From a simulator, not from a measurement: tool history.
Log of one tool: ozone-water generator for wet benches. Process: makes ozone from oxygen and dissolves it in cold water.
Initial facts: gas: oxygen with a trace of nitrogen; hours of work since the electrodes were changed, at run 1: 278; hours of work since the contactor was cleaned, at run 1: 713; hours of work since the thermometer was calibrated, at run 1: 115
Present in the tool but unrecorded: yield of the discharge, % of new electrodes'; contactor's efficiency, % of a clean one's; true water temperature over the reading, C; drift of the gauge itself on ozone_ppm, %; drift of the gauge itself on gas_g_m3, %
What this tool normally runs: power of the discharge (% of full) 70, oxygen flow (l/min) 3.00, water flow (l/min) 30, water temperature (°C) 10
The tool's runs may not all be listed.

| run | hour | power of the discharge (% of full) | oxygen flow (l/min) | water flow (l/min) | water temperature (°C) | hours of work since the electrodes were changed | hours of work since the contactor was cleaned | hours of work since the thermometer was calibrated | dissolved ozone (ppm) | ozone in the gas ahead of the water (g/m3) |
|---|---|---|---|---|---|---|---|---|---|---|
| 1 | 0.0 | 70 | 3.00 | 30 | 10 | 278 | 713 | 115 | 11.6 | 172.5 |
| 2 | 16.4 | 70 | 3.00 | 30 | 10 | 291 | 726 | 128 | 11.5 | 175.5 |
| 3 | 39.2 | 70 | 3.00 | 30 | 10 | 309 | 744 | 146 | 11.3 | 175.8 |
| 4 | 72.7 | 70 | 3.00 | 30 | 10 | 335 | 770 | 172 | 11.3 | 173.4 |
| 5 | 101.3 | 70 | 3.00 | 23 | 10 | 358 | 793 | 195 | 14.5 | 174.7 |
| 6 | 133.0 | 70 | 3.00 | 23 | 10 | 382 | 818 | 219 | 14.5 | 174.2 |
| 7 | 158.0 | 70 | 3.14 | 23 | 10 | 402 | 837 | 239 | 14.6 | 169.0 |
| 8 | 182.1 | 70 | 3.14 | 23 | 10 | 421 | 856 | 258 | 14.8 | 167.8 |
| 9 | 198.2 | 70 | 3.14 | 23 | 10 | 433 | 869 | 270 | 14.8 | 169.9 |
| 10 | 227.1 | 70 | 3.14 | 23 | 10 | 456 | 891 | 293 | 14.7 | 167.9 |
| 11 | 254.9 | 70 | 3.14 | 23 | 10 | 478 | 913 | 315 | 14.8 | 169.3 |
|  | 257.0 | water thermometer calibrated |
| 12 | 272.1 | 70 | 3.14 | 23 | 10 | 491 | 926 | 12 | 14.4 | 169.6 |
| 13 | 286.8 | 70 | 3.14 | 23 | 10 | 503 | 938 | 23 | 14.8 | 168.2 |
| 14 | 305.0 | 70 | 3.14 | 23 | 10 | 517 | 952 | 38 | 14.7 | 167.2 |
| 15 | 324.4 | 70 | 3.14 | 23 | 10 | 532 | 967 | 53 | 14.8 | 168.2 |
| 16 | 343.1 | 50 | 3.00 | 30 | 10 | 547 | 982 | 67 | 8.9 | 137.1 |
| 17 | 369.1 | 50 | 3.00 | 30 | 10 | 567 | 1002 | 88 | 8.7 | 139.1 |
| 18 | 386.9 | 41 | 3.60 | 19 | 10 | 581 | 1016 | 102 | 12.2 | 107.5 |
|  | 397.0 | water thermometer calibrated, once more |
| 19 | 409.5 | 41 | 3.60 | 19 | 10 | 598 | 1034 | 10 | 12.2 | 108.1 |
| 20 | 442.6 | 70 | 3.00 | 24 | 10 | 624 | 1060 | 36 | 14.4 | 172.1 |
| 21 | 469.4 | 65 | 1.82 | 45 | 12 | 645 | 1081 | 57 | 6.0 | 221.5 |
| 22 | 502.0 | 65 | 1.82 | 45 | 12 | 671 | 1106 | 82 | 5.7 | 220.9 |
| 23 | 524.1 | 65 | 1.82 | 45 | 12 | 688 | 1123 | 100 | 6.0 | 221.4 |
| 24 | 548.2 | 65 | 1.82 | 45 | 12 | 707 | 1142 | 118 | 6.0 | 220.8 |
| 25 | 578.9 | 63 | 3.00 | 30 | 10 | 731 | 1166 | 143 | 10.5 | 161.6 |
| 26 | 597.7 | 63 | 1.56 | 20 | 7 | 746 | 1181 | 157 | 13.7 | 236.8 |
| 27 | 615.5 | 84 | 4.44 | 24 | 13 | 760 | 1195 | 171 | 15.8 | 154.1 |
| 28 | 631.4 | 84 | 2.47 | 24 | 13 | 772 | 1208 | 184 | 14.9 | 219.6 |
| 29 | 659.4 | 84 | 1.76 | 40 | 13 | 794 | 1229 | 206 | 7.7 | 267.4 |
| 30 | 688.8 | 77 | 3.99 | 20 | 9 | 817 | 1252 | 229 | 18.2 | 155.0 |

Predict the results of run 31:
| 31 | 717.9 | 77 | 3.99 | 20 | 9 | 840 | 1275 | 252 | ? | ? |

dissolved ozone (ppm): 18.5
ozone in the gas ahead of the water (g/m3): 155.5
Take away the tool's hidden state, keep the run-to-run variation as it was, and the same run would have given dissolved ozone (ppm) 19.1, ozone in the gas ahead of the water (g/m3) 160.0.
